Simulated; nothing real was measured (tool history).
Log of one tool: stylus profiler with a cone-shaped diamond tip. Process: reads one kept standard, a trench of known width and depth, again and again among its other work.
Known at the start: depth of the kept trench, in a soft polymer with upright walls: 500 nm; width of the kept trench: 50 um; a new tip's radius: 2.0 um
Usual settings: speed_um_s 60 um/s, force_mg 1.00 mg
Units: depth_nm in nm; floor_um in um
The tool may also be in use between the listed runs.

run     day  speed_um_s  force_mg  depth_nm  floor_um
  1   0.000          60      1.00    501.06     46.17
  2   0.967          91      1.00    500.94     46.09
  3   1.629          32      1.00    500.97     46.30
  4   2.250          32      0.46    500.37     46.18
  5   3.454          32      2.49    502.07     46.38
  6   4.608          32      2.49    502.35     46.32
  7   5.367          32      2.49    502.41     46.30
  8   6.279          32      0.67    500.53     46.20
  9   6.817          32      0.67    500.70     46.19
 10   8.000          32      1.19    501.04     46.23
 11   8.683         191      1.00    500.87     45.60
 12   9.696          60      0.69    500.47     46.03
 13  10.483          60      0.69    500.52     46.03
 14  11.308          60      0.69    500.36     46.00
 15  12.312         124      1.00    500.79     45.80
 16  13.412          38      1.00    500.81     46.15
 17  14.246          38      1.00    500.77     46.04
 18  15.454          38      1.00    500.97     46.00
 19  16.217          38      1.00    500.76     46.07
 20  16.904          60      1.00    500.47     45.91
 21  17.717          60      1.00    500.68     45.96
 22  18.262          60      1.00    500.51     45.94
 23  19.192          60      1.00    500.66     45.99
 24  19.962          60      1.00    500.66     45.91
 25  20.550          60      1.00    500.73     45.93
 26  21.104          60      0.50    500.24     45.84
 27  21.892         140      1.41    500.45     45.64
 28  23.096          85      0.48    499.51     45.65
 29  24.117          56      0.57    501.65     45.81
 30  24.708          30      0.95    501.96     45.97
 31  25.446          30      0.95    501.76     45.88
 32  26.508         189      0.41    501.14     45.01
 33  27.462          86      1.24    502.22     45.72
 34  28.458         154      0.94    501.65     45.50
 35  29.579          16      2.07    502.92     45.91
 36  30.083          19      1.49    502.31     45.86
 37  30.979          19      1.49    502.20     45.91
 38  32.117          52      1.67    502.18     45.77
 39  32.838          60      0.91    501.61     45.73
 40  33.833          89      1.04    501.91     45.61
 41  34.950          83      1.83    502.78     45.66
 42  35.538          83      1.83    502.58     45.59
 43  36.450          54      0.93    501.68     45.69
 44  37.154          62      0.50    501.00     45.58
 45  38.167          16      0.61    501.37     45.76
 46  39.029          16      0.61    501.23     45.73
 47  39.954         219      1.05    501.55     45.05

Taken out of this log: 2 entries between the listed runs. Where each belongs, and how the hidden state differs across it:
Between runs 26 and 27: height scale calibrated on a step standard (day 21.200)
  radius of the tip, um: 4.05 -> 4.08; height scale over the true one, %: -0.192 -> -0.29
  measured less the result without the state, depth_nm: -0.96 -> -1.46 nm; floor_um: -1.25 -> -1.27 um
Between runs 28 and 29: height scale calibrated on a step standard, once more (day 23.646)
  radius of the tip, um: 4.11 -> 4.14; height scale over the true one, %: -0.294 -> 0.058
  measured less the result without the state, depth_nm: -1.47 -> +0.29 nm; floor_um: -1.28 -> -1.30 um
